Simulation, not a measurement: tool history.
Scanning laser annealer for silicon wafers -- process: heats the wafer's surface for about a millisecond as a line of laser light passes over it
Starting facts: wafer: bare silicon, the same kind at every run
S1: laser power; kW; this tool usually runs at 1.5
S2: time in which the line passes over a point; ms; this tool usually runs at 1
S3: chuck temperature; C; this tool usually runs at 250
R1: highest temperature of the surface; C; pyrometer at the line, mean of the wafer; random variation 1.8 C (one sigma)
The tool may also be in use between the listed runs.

run	hour	S1	S2	S3	R1
1	0	1.5	1	250	923
2	37.9	1.5	1	250	922
3	77.1	1.5	1	250	918
4	109.6	1.5	1	250	920
5	147.6	1.5	1.09	250	944
6	185.7	1.5	1.09	250	945
7	215	1.5	1.09	250	943
8	246.6	1.5	1.09	250	944
9	267.1	1.466	1	250	892
10	285	1.295	1.14	250	846
# hour 307.6: optics aligned, line set to its width
11	323.9	1.295	0.84	220	742
12	366.5	1.295	1.25	244	883
13	408.3	1.295	1.25	244	883
14	441.7	1.369	1.25	238	917
15	476.2	1.606	0.99	222	942
16	518.1	1.55	0.7	269	844
# hour 537.6: window over the wafer cleaned
17	558.9	1.55	0.7	269	884

Each run again, without the hidden state but with its own random variation kept:
Hidden state at play: light that passes the window, % of a clean one's; laser's true power over the reading, %; width of the line over the set one, %; drift of the gauge itself on peak_c, C.
run	R1
1	963
2	964
3	962
4	965
5	994
6	996
7	996
8	998
9	943
10	895
11	769
12	919
13	921
14	958
15	988
16	884
17	889
